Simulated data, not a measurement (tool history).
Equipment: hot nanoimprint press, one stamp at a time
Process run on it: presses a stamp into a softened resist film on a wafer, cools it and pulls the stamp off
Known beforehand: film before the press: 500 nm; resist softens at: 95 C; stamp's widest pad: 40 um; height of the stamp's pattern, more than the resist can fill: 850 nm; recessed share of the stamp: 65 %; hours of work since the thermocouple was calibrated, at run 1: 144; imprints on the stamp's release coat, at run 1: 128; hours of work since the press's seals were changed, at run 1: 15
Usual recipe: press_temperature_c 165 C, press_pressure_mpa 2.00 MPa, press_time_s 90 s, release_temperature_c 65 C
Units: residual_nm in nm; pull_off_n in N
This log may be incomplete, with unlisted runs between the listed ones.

run   hour  press_temperature_c  press_pressure_mpa  press_time_s  release_temperature_c  hours of work since the thermocouple was calibrated  imprints on the stamp's release coat  hours of work since the press's seals were changed  residual_nm  pull_off_n
  1    0.0                  165                2.00            90                     65                                                  144                                   128                                                  15        299.9         104
  2   25.0                  165                2.00            90                     65                                                  163                                   200                                                  35        300.6         108
  3   48.0                  165                2.00            90                     65                                                  181                                   265                                                  52        300.2         111
  4   68.4                  165                2.00            90                     64                                                  197                                   324                                                  68        299.7         111
  5   83.2                  165                2.00            90                     64                                                  208                                   366                                                  79        298.1         117
  6  101.3                  165                2.00            90                     64                                                  222                                   417                                                  93        300.0         115
  7  119.1                  165                3.13            90                     65                                                  235                                   468                                                 107        249.0         109
  8  136.9                  175                2.00            90                     67                                                  249                                   519                                                 120        225.4         109
  9  148.3                  175                2.00            90                     67                                                  258                                   551                                                 129        225.6         106
 10  164.3                  161                2.00           131                     50                                                  270                                   597                                                 141        303.8         143
 11  181.6                  166                1.33           125                     57                                                  283                                   647                                                 155        311.5         134

Forecast each of these 5 alternatives for the next run:
  A  201.1                  165                3.08            90                     65                                                  298                                   702                                                 170            ?           ?
  B  201.1                  165                1.63           103                     55                                                  298                                   702                                                 170            ?           ?
  C  201.1                  166                1.33            68                     57                                                  298                                   702                                                 170            ?           ?
  D  201.1                  165                2.00            67                     54                                                  298                                   702                                                 170            ?           ?
  E  201.1                  166                3.05           125                     62                                                  298                                   702                                                 170            ?           ?

run  residual_nm  pull_off_n
  A        254.9         118
  B        314.2         142
  C        368.1         134
  D        328.1         139
  E        217.4         124
With the hidden condition removed and each run's random variation left untouched, the same runs would have given:
run  residual_nm  pull_off_n
  A        243.3         106
  B        303.3         128
  C        358.4         120
  D        317.0         125
  E        207.0         112
